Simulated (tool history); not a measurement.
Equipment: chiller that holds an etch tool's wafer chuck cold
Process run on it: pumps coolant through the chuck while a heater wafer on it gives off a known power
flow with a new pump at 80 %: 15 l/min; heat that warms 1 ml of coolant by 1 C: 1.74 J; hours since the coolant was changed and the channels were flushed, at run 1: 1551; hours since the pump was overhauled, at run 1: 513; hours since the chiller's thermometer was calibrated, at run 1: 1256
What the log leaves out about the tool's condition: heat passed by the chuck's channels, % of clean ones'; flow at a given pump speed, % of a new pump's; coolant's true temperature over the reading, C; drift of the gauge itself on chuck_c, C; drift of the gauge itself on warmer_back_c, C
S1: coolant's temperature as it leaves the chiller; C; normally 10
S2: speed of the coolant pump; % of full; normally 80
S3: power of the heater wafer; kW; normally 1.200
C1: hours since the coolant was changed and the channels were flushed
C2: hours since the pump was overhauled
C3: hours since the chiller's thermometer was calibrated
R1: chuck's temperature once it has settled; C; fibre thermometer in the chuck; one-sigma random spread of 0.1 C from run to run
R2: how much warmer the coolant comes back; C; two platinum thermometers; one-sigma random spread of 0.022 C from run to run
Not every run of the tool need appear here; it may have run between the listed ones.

run	hour	S1	S2	S3	C1	C2	C3	R1	R2
1	0.0	10	80	1.200	1551	513	1256	20.0	2.74
2	22.8	10	80	1.200	1574	536	1279	20.0	2.76
3	54.7	10	80	1.206	1606	567	1311	19.9	2.75
4	79.4	7	80	1.200	1630	592	1336	17.0	2.78
5	121.2	16	80	1.200	1672	634	1377	25.9	2.78
6	154.7	10	92	1.200	1706	667	1411	19.3	2.41
7	180.5	10	92	1.200	1731	693	1437	19.3	2.44
8	199.2	10	92	1.200	1750	712	1455	19.3	2.42
9	240.0	10	92	1.200	1791	753	1496	19.3	2.46
10	274.1	15	80	1.200	1825	787	1530	25.3	2.74
11	298.4	15	80	1.200	1849	811	1555	25.0	2.80
12	339.5	15	80	1.200	1890	852	1596	24.9	2.73
13	361.0	15	80	1.200	1912	874	1617	24.9	2.76
14	380.6	2	80	1.200	1932	893	1637	12.1	2.80
15	411.1	10	61	1.200	1962	924	1667	21.6	3.64
16	452.5	10	90	1.200	2003	965	1709	19.5	2.48
17	494.5	0	81	1.200	2045	1007	1751	10.0	2.71
18	521.3	19	96	1.100	2072	1034	1778	27.4	2.13
19	546.5	10	95	1.200	2097	1059	1803	19.4	2.38
20	577.8	5	95	0.732	2129	1091	1834	10.8	1.49
21	618.2	10	80	0.870	2169	1131	1874	17.5	2.01
22	646.1	10	80	0.870	2197	1159	1902	17.5	2.03
23	678.2	10	80	0.870	2229	1191	1934	17.5	2.04
24	704.5	10	80	0.870	2255	1217	1961	17.4	2.02
25	747.2	10	80	0.870	2298	1260	2003	17.6	2.01
26	764.6	6	80	1.200	2316	1277	2021	16.3	2.82
27	795.7	10	80	0.659	2347	1308	2052	15.8	1.54
28	820.2	18	64	1.186	2371	1333	2076	29.4	3.44
29	839.0	5	89	0.644	2390	1352	2095	10.5	1.34
30	867.4	1	92	0.707	2418	1380	2124	6.7	1.45
31	894.7	1	73	0.707	2446	1407	2151	7.6	1.82

Had the tool no unlogged condition, and each run kept its random variation, what would the results have been?
run	R1	R2
1	19.5	2.74
2	19.4	2.75
3	19.4	2.74
4	16.4	2.77
5	25.3	2.77
6	18.7	2.40
7	18.6	2.43
8	18.7	2.40
9	18.6	2.44
10	24.6	2.72
11	24.4	2.78
12	24.2	2.71
13	24.2	2.74
14	11.4	2.78
15	20.8	3.60
16	18.8	2.46
17	9.3	2.68
18	26.7	2.11
19	18.7	2.35
20	10.2	1.47
21	16.8	1.99
22	16.8	2.00
23	16.8	2.01
24	16.7	1.99
25	16.9	1.98
26	15.4	2.77
27	15.1	1.51
28	28.5	3.38
29	9.8	1.32
30	6.0	1.43
31	6.9	1.79
